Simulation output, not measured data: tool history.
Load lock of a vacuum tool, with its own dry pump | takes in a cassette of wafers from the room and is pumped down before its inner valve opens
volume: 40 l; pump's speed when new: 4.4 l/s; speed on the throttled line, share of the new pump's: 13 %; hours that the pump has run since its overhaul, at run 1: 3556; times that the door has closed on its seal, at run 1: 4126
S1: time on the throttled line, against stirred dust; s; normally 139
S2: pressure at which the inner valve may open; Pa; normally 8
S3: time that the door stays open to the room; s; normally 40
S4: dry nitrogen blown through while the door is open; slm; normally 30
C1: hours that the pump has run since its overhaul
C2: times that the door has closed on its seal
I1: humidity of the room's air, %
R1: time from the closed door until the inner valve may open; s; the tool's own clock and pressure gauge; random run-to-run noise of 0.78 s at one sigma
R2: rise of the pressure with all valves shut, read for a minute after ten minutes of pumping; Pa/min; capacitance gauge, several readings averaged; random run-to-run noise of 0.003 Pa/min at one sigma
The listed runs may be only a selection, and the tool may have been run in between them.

run 1 hour=0 | S1=139 S2=8 S3=40 S4=30 | C1=3556 C2=4126 | I1=46.1 | R1=209.2 R2=0.028
run 2 hour=291.6 | S1=139 S2=8 S3=40 S4=30 | C1=3848 C2=4802 | I1=41.9 | R1=209.6 R2=0.038
run 3 hour=575 | S1=139 S2=8 S3=40 S4=30 | C1=4131 C2=5459 | I1=45.5 | R1=208.9 R2=0.039
run 4 hour=831.4 | S1=139 S2=8 S3=40 S4=30 | C1=4388 C2=6053 | I1=43.8 | R1=209.5 R2=0.041
run 5 hour=979.9 | S1=139 S2=8 S3=91 S4=30 | C1=4536 C2=6398 | I1=41.1 | R1=209.5 R2=0.051
run 6 hour=1283.1 | S1=139 S2=8 S3=91 S4=30 | C1=4839 C2=7100 | I1=46.3 | R1=210.3 R2=0.065
run 7 hour=1491 | S1=139 S2=8 S3=40 S4=18 | C1=5047 C2=7582 | I1=48.5 | R1=211.2 R2=0.058
run 8 hour=1688 | S1=139 S2=8 S3=40 S4=18 | C1=5244 C2=8039 | I1=45.7 | R1=209.8 R2=0.055
run 9 hour=1905.3 | S1=139 S2=8 S3=40 S4=18 | C1=5461 C2=8543 | I1=50.5 | R1=209.9 R2=0.069
run 10 hour=2209 | S1=139 S2=8 S3=40 S4=30 | C1=5765 C2=9247 | I1=44 | R1=210.4 R2=0.053
run 11 hour=2498.4 | S1=139 S2=8 S3=40 S4=30 | C1=6055 C2=9918 | I1=42.4 | R1=212.1 R2=0.059
run 12 hour=2694.6 | S1=139 S2=8 S3=40 S4=30 | C1=6251 C2=10372 | I1=44.5 | R1=211.3 R2=0.061
run 13 hour=2919 | S1=204 S2=8 S3=40 S4=30 | C1=6475 C2=10892 | I1=42.9 | R1=265.7 R2=0.061
run 14 hour=3127.8 | S1=139 S2=8 S3=69 S4=30 | C1=6684 C2=11376 | I1=40.7 | R1=211.1 R2=0.077
run 15 hour=3291.3 | S1=107 S2=14 S3=27 S4=4 | C1=6847 C2=11755 | I1=46.8 | R1=177.9 R2=0.08
run 16 hour=3495.7 | S1=257 S2=8 S3=40 S4=30 | C1=7052 C2=12229 | I1=45.2 | R1=313 R2=0.069
run 17 hour=3718.6 | S1=257 S2=12 S3=40 S4=35 | C1=7275 C2=12746 | I1=43.3 | R1=310.5 R2=0.081
run 18 hour=4012.4 | S1=257 S2=7 S3=86 S4=35 | C1=7569 C2=13427 | I1=44.8 | R1=317.2 R2=0.094

Estimate the outcome of run 19 from the log above:
run 19 hour=4341.4 | S1=75 S2=13 S3=104 S4=30 | C1=7898 C2=14190 | I1=46.3 | R1=? R2=?

R1: 152.2 s
R2: 0.107 Pa/min
On a tool with no hidden condition, and with the same random variation, this run would have come out at R1 146.8 s, R2 0.034 Pa/min.
